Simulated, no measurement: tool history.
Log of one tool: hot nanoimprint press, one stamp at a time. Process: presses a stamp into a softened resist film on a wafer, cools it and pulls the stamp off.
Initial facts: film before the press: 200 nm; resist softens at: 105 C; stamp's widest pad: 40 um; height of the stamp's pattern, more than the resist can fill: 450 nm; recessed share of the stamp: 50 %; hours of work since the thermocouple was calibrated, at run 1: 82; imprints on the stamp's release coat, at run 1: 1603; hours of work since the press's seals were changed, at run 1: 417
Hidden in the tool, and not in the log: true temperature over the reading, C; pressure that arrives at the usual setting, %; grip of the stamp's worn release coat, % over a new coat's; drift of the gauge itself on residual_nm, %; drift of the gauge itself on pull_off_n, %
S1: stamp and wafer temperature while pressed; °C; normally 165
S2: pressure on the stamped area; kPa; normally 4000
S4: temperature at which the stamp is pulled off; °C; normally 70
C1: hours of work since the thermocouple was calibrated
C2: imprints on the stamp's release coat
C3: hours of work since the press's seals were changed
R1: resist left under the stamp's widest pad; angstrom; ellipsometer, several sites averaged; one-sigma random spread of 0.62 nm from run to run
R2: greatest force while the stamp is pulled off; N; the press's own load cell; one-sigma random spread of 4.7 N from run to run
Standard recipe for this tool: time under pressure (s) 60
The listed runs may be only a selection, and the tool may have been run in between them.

Run 1, hour 0.0: usual settings; C1 82; C2 1603; C3 417. Result: R1 1020 angstrom, R2 228 N.
Run 2, hour 27.5: usual settings; C1 100; C2 1691; C3 435. Result: R1 1020 angstrom, R2 228 N.
Run 3, hour 49.4: usual settings but S4 76 °C; C1 115; C2 1760; C3 449. Result: R1 1009 angstrom, R2 200 N.
At hour 74.6: stamp cleaned and given a new release coat.
Run 4, hour 76.9: usual settings but S4 76 °C; C1 129; C2 8; C3 464. Result: R1 1025 angstrom, R2 202 N.
Run 5, hour 107.2: usual settings but S4 76 °C; C1 149; C2 104; C3 484. Result: R1 1003 angstrom, R2 199 N.
Run 6, hour 127.8: usual settings but S4 76 °C; C1 162; C2 170; C3 497. Result: R1 1008 angstrom, R2 199 N.
Run 7, hour 163.3: usual settings but S4 76 °C; C1 186; C2 282; C3 521. Result: R1 1008 angstrom, R2 201 N.
Run 8, hour 188.6: usual settings but S4 76 °C; C1 203; C2 363; C3 538. Result: R1 1006 angstrom, R2 193 N.
Run 9, hour 233.5: usual settings but time under pressure (s) 35; C1 233; C2 506; C3 567. Result: R1 1195 angstrom, R2 235 N.
Run 10, hour 259.4: usual settings but S2 4910 kPa; C1 250; C2 588; C3 584. Result: R1 906 angstrom, R2 230 N.
Run 11, hour 294.0: usual settings but S1 174 °C; C1 273; C2 698; C3 607. Result: R1 748 angstrom, R2 234 N.
Run 12, hour 328.1: usual settings but S1 174 °C; C1 295; C2 806; C3 630. Result: R1 748 angstrom, R2 230 N.
Run 13, hour 359.3: usual settings but S1 174 °C; C1 316; C2 905; C3 651. Result: R1 745 angstrom, R2 231 N.
Run 14, hour 391.9: usual settings but S2 2900 kPa, time under pressure (s) 109, S4 61 °C; C1 337; C2 1009; C3 672. Result: R1 966 angstrom, R2 266 N.
Run 15, hour 418.9: usual settings but S1 159 °C, S2 5630 kPa, time under pressure (s) 53, S4 58 °C; C1 355; C2 1095; C3 690. Result: R1 1090 angstrom, R2 291 N.
Run 16, hour 457.3: usual settings but S1 159 °C, S2 5630 kPa, time under pressure (s) 53, S4 58 °C; C1 381; C2 1217; C3 716. Result: R1 1096 angstrom, R2 293 N.
Run 17, hour 476.7: usual settings but S1 163 °C, S2 4740 kPa, time under pressure (s) 87, S4 60 °C; C1 394; C2 1279; C3 728. Result: R1 879 angstrom, R2 289 N.
Run 18, hour 497.5: usual settings but S1 163 °C, S2 4740 kPa, time under pressure (s) 87, S4 60 °C; C1 407; C2 1345; C3 742. Result: R1 872 angstrom, R2 272 N.
Run 19, hour 525.8: usual settings but S1 171 °C, S2 5490 kPa, S4 62 °C; C1 426; C2 1435; C3 761. Result: R1 709 angstrom, R2 285 N.
Run 20, hour 564.4: usual settings but S2 5360 kPa, S4 68 °C; C1 452; C2 1558; C3 787. Result: R1 874 angstrom, R2 245 N.
At hour 601.1: plate thermocouple calibrated.
Run 21, hour 607.2: usual settings but S2 3760 kPa, time under pressure (s) 85; C1 4; C2 1684; C3 813. Result: R1 921 angstrom, R2 238 N.
At hour 656.2: stamp cleaned and given a new release coat.
Run 22, hour 656.5: usual settings but S2 3760 kPa, time under pressure (s) 85; C1 33; C2 1; C3 842. Result: R1 927 angstrom, R2 230 N.

Forecast run 23:
Run 23, hour 699.6: usual settings but S2 3760 kPa, time under pressure (s) 85; C1 61; C2 138; C3 870. Result: R1 ?, R2 ?.

{"run 23": {"R1": 922, "R2": 240}}
Minus the tool's unlogged condition, the same run would have read R1 922 angstrom, R2 240 N.
